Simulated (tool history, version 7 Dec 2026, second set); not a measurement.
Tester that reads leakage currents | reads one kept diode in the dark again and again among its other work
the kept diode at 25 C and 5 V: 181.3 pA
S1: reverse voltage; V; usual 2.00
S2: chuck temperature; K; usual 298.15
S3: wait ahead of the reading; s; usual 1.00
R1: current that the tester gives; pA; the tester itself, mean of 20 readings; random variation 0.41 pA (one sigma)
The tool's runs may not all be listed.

{"run": 1, "hour": 0.0, "S1": 2.0, "S2": 298.15, "S3": 1.0, "R1": 145.51}
{"run": 2, "hour": 21.8, "S1": 2.0, "S2": 298.15, "S3": 1.0, "R1": 146.34}
{"run": 3, "hour": 56.3, "S1": 2.0, "S2": 298.15, "S3": 1.0, "R1": 145.85}
{"run": 4, "hour": 97.1, "S1": 2.0, "S2": 298.15, "S3": 1.0, "R1": 145.91}
{"run": 5, "hour": 118.3, "S1": 2.0, "S2": 298.15, "S3": 2.46, "R1": 146.06}
{"run": 6, "hour": 142.0, "S1": 2.0, "S2": 298.15, "S3": 2.46, "R1": 146.76}
{"run": 7, "hour": 161.5, "S1": 2.0, "S2": 298.15, "S3": 2.46, "R1": 146.56}
{"run": 8, "hour": 186.5, "S1": 2.0, "S2": 313.15, "S3": 1.0, "R1": 485.0}
{"run": 9, "hour": 209.6, "S1": 2.0, "S2": 298.15, "S3": 1.0, "R1": 146.77}
{"run": 10, "hour": 249.4, "S1": 2.0, "S2": 298.15, "S3": 1.0, "R1": 146.79}
{"run": 11, "hour": 286.8, "S1": 2.0, "S2": 307.15, "S3": 1.0, "R1": 305.29}
{"run": 12, "hour": 323.3, "S1": 2.0, "S2": 307.15, "S3": 1.0, "R1": 306.62}
{"run": 13, "hour": 362.3, "S1": 3.95, "S2": 307.15, "S3": 1.0, "R1": 379.74}
{"run": 14, "hour": 406.8, "S1": 3.95, "S2": 293.15, "S3": 1.0, "R1": 121.71}
{"run": 15, "hour": 443.9, "S1": 3.95, "S2": 293.15, "S3": 1.0, "R1": 120.82}
{"run": 16, "hour": 487.7, "S1": 3.95, "S2": 293.15, "S3": 1.0, "R1": 121.3}
{"hour": 518.3, "done": "chuck's temperature calibrated"}
{"run": 17, "hour": 519.1, "S1": 6.71, "S2": 293.15, "S3": 2.27, "R1": 133.58}
{"run": 18, "hour": 543.5, "S1": 2.02, "S2": 293.15, "S3": 1.54, "R1": 89.82}
{"run": 19, "hour": 574.8, "S1": 19.62, "S2": 296.15, "S3": 3.71, "R1": 247.92}
{"run": 20, "hour": 603.3, "S1": 19.49, "S2": 295.15, "S3": 1.81, "R1": 228.82}
{"run": 21, "hour": 624.2, "S1": 5.72, "S2": 310.15, "S3": 2.02, "R1": 512.98}
{"run": 22, "hour": 651.3, "S1": 6.11, "S2": 294.15, "S3": 8.63, "R1": 141.05}
{"run": 23, "hour": 676.4, "S1": 2.0, "S2": 321.15, "S3": 6.35, "R1": 839.69}
{"run": 24, "hour": 716.6, "S1": 1.32, "S2": 298.15, "S3": 6.27, "R1": 121.33}
{"run": 25, "hour": 746.9, "S1": 1.32, "S2": 298.15, "S3": 6.27, "R1": 120.46}
{"run": 26, "hour": 773.4, "S1": 3.45, "S2": 298.15, "S3": 6.27, "R1": 165.44}
{"run": 27, "hour": 796.9, "S1": 3.45, "S2": 298.15, "S3": 6.27, "R1": 165.05}
{"run": 28, "hour": 824.1, "S1": 3.45, "S2": 298.15, "S3": 6.27, "R1": 165.53}

5 ways to go on from here, each from the tool as it stands after run 28. What would each give?
{"run": "A", "hour": 868.5, "S1": 3.45, "S2": 298.15, "S3": 1.49, "R1": "?"}
{"run": "B", "hour": 868.5, "S1": 3.45, "S2": 315.15, "S3": 6.27, "R1": "?"}
{"run": "C", "hour": 868.5, "S1": 7.8, "S2": 302.15, "S3": 6.27, "R1": "?"}
{"run": "D", "hour": 868.5, "S1": 1.52, "S2": 316.15, "S3": 1.36, "R1": "?"}
{"run": "E", "hour": 868.5, "S1": 2.39, "S2": 332.15, "S3": 9.27, "R1": "?"}

run=A R1=166.01
run=B R1=643.75
run=C R1=301.30
run=D R1=532.50
run=E R1=1929.98
Without the tool's hidden state the same runs would have given:
run=A R1=161.73
run=B R1=634.61
run=C R1=292.62
run=D R1=525.87
run=E R1=1910.38
